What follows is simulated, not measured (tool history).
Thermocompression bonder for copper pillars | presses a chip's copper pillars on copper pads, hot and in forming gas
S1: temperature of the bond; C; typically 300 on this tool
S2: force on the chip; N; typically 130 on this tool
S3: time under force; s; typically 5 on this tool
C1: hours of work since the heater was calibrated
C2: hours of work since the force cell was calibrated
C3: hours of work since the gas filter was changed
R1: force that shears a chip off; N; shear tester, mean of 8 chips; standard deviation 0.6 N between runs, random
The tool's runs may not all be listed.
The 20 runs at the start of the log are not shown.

{"run": 21, "hour": 231.4, "S1": 313, "S2": 118, "S3": 5, "C1": 299, "C2": 243, "C3": 77, "R1": 54.9}
{"run": 22, "hour": 238.3, "S1": 313, "S2": 118, "S3": 5, "C1": 303, "C2": 246, "C3": 80, "R1": 53.6}
{"run": 23, "hour": 247.0, "S1": 327, "S2": 166, "S3": 5, "C1": 307, "C2": 250, "C3": 84, "R1": 67.7}
{"run": 24, "hour": 258.9, "S1": 327, "S2": 166, "S3": 5, "C1": 312, "C2": 256, "C3": 90, "R1": 68.4}
{"run": 25, "hour": 265.2, "S1": 316, "S2": 192, "S3": 3, "C1": 315, "C2": 259, "C3": 93, "R1": 58.0}
{"run": 26, "hour": 274.6, "S1": 289, "S2": 130, "S3": 3, "C1": 320, "C2": 263, "C3": 97, "R1": 36.6}
{"run": 27, "hour": 289.8, "S1": 329, "S2": 150, "S3": 4, "C1": 327, "C2": 270, "C3": 104, "R1": 62.4}
{"run": 28, "hour": 301.7, "S1": 329, "S2": 150, "S3": 4, "C1": 332, "C2": 276, "C3": 110, "R1": 63.7}
{"run": 29, "hour": 312.4, "S1": 304, "S2": 130, "S3": 12, "C1": 338, "C2": 281, "C3": 115, "R1": 66.7}
{"run": 30, "hour": 326.6, "S1": 312, "S2": 173, "S3": 12, "C1": 344, "C2": 288, "C3": 122, "R1": 76.8}
{"run": 31, "hour": 337.4, "S1": 312, "S2": 122, "S3": 12, "C1": 349, "C2": 293, "C3": 127, "R1": 68.8}
{"run": 32, "hour": 348.1, "S1": 306, "S2": 113, "S3": 6, "C1": 354, "C2": 298, "C3": 132, "R1": 52.2}
{"run": 33, "hour": 360.9, "S1": 310, "S2": 106, "S3": 3, "C1": 360, "C2": 304, "C3": 138, "R1": 40.8}
{"run": 34, "hour": 375.4, "S1": 286, "S2": 88, "S3": 4, "C1": 367, "C2": 311, "C3": 145, "R1": 32.2}
{"run": 35, "hour": 383.3, "S1": 296, "S2": 170, "S3": 9, "C1": 371, "C2": 315, "C3": 148, "R1": 63.9}
{"run": 36, "hour": 394.5, "S1": 291, "S2": 79, "S3": 9, "C1": 376, "C2": 320, "C3": 154, "R1": 44.1}
{"run": 37, "hour": 401.9, "S1": 291, "S2": 79, "S3": 9, "C1": 380, "C2": 323, "C3": 157, "R1": 44.0}
{"run": 38, "hour": 408.3, "S1": 291, "S2": 128, "S3": 3, "C1": 383, "C2": 326, "C3": 160, "R1": 36.8}
{"run": 39, "hour": 419.0, "S1": 299, "S2": 161, "S3": 12, "C1": 388, "C2": 331, "C3": 165, "R1": 70.0}

Alternative continuations, all from the tool just after run 39; predict every row:
{"run": "A", "hour": 428.9, "S1": 299, "S2": 161, "S3": 7, "C1": 392, "C2": 336, "C3": 170, "R1": "?"}
{"run": "B", "hour": 428.9, "S1": 282, "S2": 161, "S3": 12, "C1": 392, "C2": 336, "C3": 170, "R1": "?"}
{"run": "C", "hour": 428.9, "S1": 328, "S2": 194, "S3": 3, "C1": 392, "C2": 336, "C3": 170, "R1": "?"}
{"run": "D", "hour": 428.9, "S1": 315, "S2": 130, "S3": 5, "C1": 392, "C2": 336, "C3": 170, "R1": "?"}

run=A R1=60.3
run=B R1=61.5
run=C R1=63.6
run=D R1=56.5
Without the tool's hidden state the same runs would have given:
run=A R1=60.4
run=B R1=61.6
run=C R1=63.6
run=D R1=56.5

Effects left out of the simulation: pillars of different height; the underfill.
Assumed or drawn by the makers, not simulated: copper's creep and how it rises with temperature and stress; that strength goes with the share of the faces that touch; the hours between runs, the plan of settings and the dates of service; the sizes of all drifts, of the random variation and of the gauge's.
